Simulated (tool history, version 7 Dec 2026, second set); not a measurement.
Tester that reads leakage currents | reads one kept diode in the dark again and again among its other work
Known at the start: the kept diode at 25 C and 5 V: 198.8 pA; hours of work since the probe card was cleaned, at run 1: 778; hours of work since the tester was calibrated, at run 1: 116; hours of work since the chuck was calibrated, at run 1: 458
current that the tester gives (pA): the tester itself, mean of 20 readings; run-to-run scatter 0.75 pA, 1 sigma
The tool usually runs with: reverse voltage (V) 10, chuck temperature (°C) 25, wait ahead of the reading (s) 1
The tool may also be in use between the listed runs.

| run | hour | reverse voltage (V) | chuck temperature (°C) | wait ahead of the reading (s) | hours of work since the probe card was cleaned | hours of work since the tester was calibrated | hours of work since the chuck was calibrated | current that the tester gives (pA) |
|---|---|---|---|---|---|---|---|---|
| 1 | 0 | 10 | 25 | 1 | 778 | 116 | 458 | 267.15 |
| 2 | 75.7 | 10 | 25 | 1 | 827 | 165 | 507 | 269.11 |
| 3 | 171.1 | 10 | 25 | 1 | 888 | 226 | 568 | 270.75 |
| 4 | 286.6 | 10 | 25 | 1 | 963 | 301 | 643 | 273.08 |
| 5 | 451.9 | 10 | 25 | 0.39 | 1069 | 407 | 749 | 280.88 |
| 6 | 602.3 | 10 | 25 | 0.39 | 1166 | 504 | 846 | 285.97 |
| 7 | 746.8 | 10 | 25 | 0.39 | 1259 | 597 | 939 | 286.7 |
| 8 | 856.1 | 10 | 25 | 1 | 1330 | 668 | 1010 | 284.23 |
| 9 | 958.2 | 2.4 | 25 | 7.2 | 1396 | 734 | 1076 | 177.99 |
| 10 | 1035.2 | 11.5 | 22 | 1.4 | 1445 | 783 | 1125 | 241.43 |
|  | 1103.9 | probe card cleaned and baked |
| 11 | 1174.8 | 2 | 28 | 1 | 46 | 871 | 1213 | 211.11 |
| 12 | 1286.8 | 2.1 | 32 | 4.6 | 118 | 944 | 1285 | 290.88 |
| 13 | 1438.9 | 10 | 26 | 4.85 | 216 | 1042 | 1383 | 305.59 |
| 14 | 1603.9 | 10 | 26 | 4.85 | 322 | 1148 | 1490 | 308.6 |
| 15 | 1723.1 | 13 | 25 | 1 | 399 | 1225 | 1567 | 314.88 |

Consider 5 possible next runs. They are alternatives, not a sequence: every one starts from the tool as it was left by run 15. What does each give?
| A | 1828.7 | 6.5 | 46 | 1 | 467 | 1293 | 1635 | ? |
| B | 1828.7 | 1.5 | 42 | 1 | 467 | 1293 | 1635 | ? |
| C | 1828.7 | 19.8 | 52 | 1.11 | 467 | 1293 | 1635 | ? |
| D | 1828.7 | 11 | 25 | 3.33 | 467 | 1293 | 1635 | ? |
| E | 1828.7 | 13 | 50 | 1 | 467 | 1293 | 1635 | ? |

| run | current that the tester gives (pA) |
|---|---|
| A | 1111.25 |
| B | 541.12 |
| C | 2323.02 |
| D | 299.65 |
| E | 1788.62 |
Take away the tool's hidden state, keep each run's random variation, and the runs would have read:
| run | current that the tester gives (pA) |
|---|---|
| A | 975.98 |
| B | 474.23 |
| C | 2047.54 |
| D | 255.77 |
| E | 1574.93 |
